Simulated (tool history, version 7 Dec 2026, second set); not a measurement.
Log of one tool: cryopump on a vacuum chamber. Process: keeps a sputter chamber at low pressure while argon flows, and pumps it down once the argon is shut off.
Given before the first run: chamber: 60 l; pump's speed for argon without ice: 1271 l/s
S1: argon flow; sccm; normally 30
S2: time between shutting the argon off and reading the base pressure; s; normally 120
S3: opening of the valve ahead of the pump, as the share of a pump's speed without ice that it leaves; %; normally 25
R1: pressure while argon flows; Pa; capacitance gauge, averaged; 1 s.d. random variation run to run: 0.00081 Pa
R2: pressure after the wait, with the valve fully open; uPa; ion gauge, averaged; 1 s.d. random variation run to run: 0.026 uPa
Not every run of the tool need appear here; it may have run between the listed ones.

{"run": 1, "hour": 0.0, "S1": 30, "S2": 120, "S3": 25, "R1": 0.1642, "R2": 2.84}
{"run": 2, "hour": 74.5, "S1": 31, "S2": 120, "S3": 25, "R1": 0.1725, "R2": 2.91}
{"hour": 84.2, "done": "leaking fittings of the chamber tightened, without venting"}
{"run": 3, "hour": 155.1, "S1": 30, "S2": 120, "S3": 25, "R1": 0.1669, "R2": 1.28}
{"run": 4, "hour": 241.7, "S1": 30, "S2": 120, "S3": 25, "R1": 0.1687, "R2": 1.28}
{"run": 5, "hour": 320.3, "S1": 30, "S2": 120, "S3": 25, "R1": 0.1704, "R2": 1.28}
{"run": 6, "hour": 415.9, "S1": 30, "S2": 120, "S3": 47, "R1": 0.0978, "R2": 1.41}
{"run": 7, "hour": 476.0, "S1": 20, "S2": 49, "S3": 18, "R1": 0.1552, "R2": 2.7}
{"run": 8, "hour": 569.0, "S1": 18, "S2": 49, "S3": 18, "R1": 0.1423, "R2": 2.82}

Estimate the outcome of run 9 from the log above:
{"run": 9, "hour": 645.6, "S1": 54, "S2": 44, "S3": 18, "R1": "?", "R2": "?"}

Logged for run 9: R1 0.4216 Pa, R2 3.13 uPa.
If the tool had no hidden condition, the same run with the same run-to-run variation would have returned R1 0.3952 Pa, R2 2.68 uPa.
